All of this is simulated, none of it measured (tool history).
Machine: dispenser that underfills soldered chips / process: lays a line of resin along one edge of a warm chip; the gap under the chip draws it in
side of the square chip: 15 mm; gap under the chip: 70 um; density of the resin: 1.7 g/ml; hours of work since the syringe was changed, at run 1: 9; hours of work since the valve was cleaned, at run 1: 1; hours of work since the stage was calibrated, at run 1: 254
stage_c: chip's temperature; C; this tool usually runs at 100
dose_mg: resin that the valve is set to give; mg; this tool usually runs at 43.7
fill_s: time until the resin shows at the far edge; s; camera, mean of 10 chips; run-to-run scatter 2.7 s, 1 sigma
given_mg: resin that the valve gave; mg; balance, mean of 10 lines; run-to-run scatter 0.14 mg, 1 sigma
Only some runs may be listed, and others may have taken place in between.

run	hour	stage_c	dose_mg	hours of work since the syringe was changed	hours of work since the valve was cleaned	hours of work since the stage was calibrated	fill_s	given_mg
1	0	100	43.7	9	1	254	481	43.74
# hour 2.8: new syringe of resin
2	6.3	100	43.7	2	6	258	321.7	43.68
3	16.8	100	43.7	10	13	265	492.1	43.14
# hour 18.7: new syringe of resin
4	25.4	100	43.7	5	19	271	368.9	43
5	30.2	100	46.1	8	22	275	444.5	45.29
# hour 34.4: new syringe of resin
6	34.9	100	50.1	0	25	278	281.2	48.7
7	40.4	102	43.7	4	29	282	329.2	42.58
8	46.2	102	43.7	8	33	286	416	42.36
# hour 50.1: new syringe of resin
9	51.4	91	43.7	1	36	289	422.9	42.25
10	58.2	100	37.3	6	41	294	397.3	36.26
# hour 65.8: new syringe of resin
11	68.7	100	41.8	2	48	301	316.6	40.09
12	73.5	100	43.7	5	52	304	379.2	41.72
# hour 81.8: new syringe of resin
13	82	100	43.7	0	57	310	279.7	41.75
# hour 87.9: dispensing valve cleaned and set on the balance
14	92.6	87	48.8	7	3	317	699.7	48.51
# hour 99: new syringe of resin
15	101.7	110	49	2	9	323	207.3	48.45
16	111.9	107	46.3	9	17	330	353.5	45.55
# hour 114.5: new syringe of resin
17	119.8	88	40.9	4	22	335	569.8	40.18
18	126	88	40.9	8	26	340	749.9	40.24
# hour 130: new syringe of resin
19	132.9	111	39.2	2	31	344	208.5	38.12
20	140.3	111	39.2	7	36	349	286.4	38.18
# hour 145.2: new syringe of resin
21	145.4	100	44.6	0	39	353	284.8	43.03
22	155.2	100	44.6	7	46	360	422.8	42.85
# hour 160.9: new syringe of resin
23	161.5	113	45.4	0	50	364	174.6	43.72
24	170.1	113	45.4	6	56	370	245.7	43.25
# hour 176.9: new syringe of resin
# hour 177.9: dispensing valve cleaned and set on the balance
25	179.1	89	51.7	1	1	375	457.6	51.64

Alternative continuations, all from the tool just after run 25; predict every row:
A	183.7	114	48	4	4	378	?	?
B	183.7	89	42.3	4	4	378	?	?
C	183.7	100	48.5	4	4	378	?	?
D	183.7	100	38.3	4	4	378	?	?
E	183.7	108	51.7	4	4	378	?	?

run	fill_s	given_mg
A	205	47.81
B	555	42.08
C	352.9	48.12
D	366.7	38.04
E	256	51.2
Had the tool no hidden state, the same runs would have come out as:
run	fill_s	given_mg
A	155.3	48.15
B	418.4	42.38
C	266.7	48.46
D	276.8	38.3
E	193.7	51.56

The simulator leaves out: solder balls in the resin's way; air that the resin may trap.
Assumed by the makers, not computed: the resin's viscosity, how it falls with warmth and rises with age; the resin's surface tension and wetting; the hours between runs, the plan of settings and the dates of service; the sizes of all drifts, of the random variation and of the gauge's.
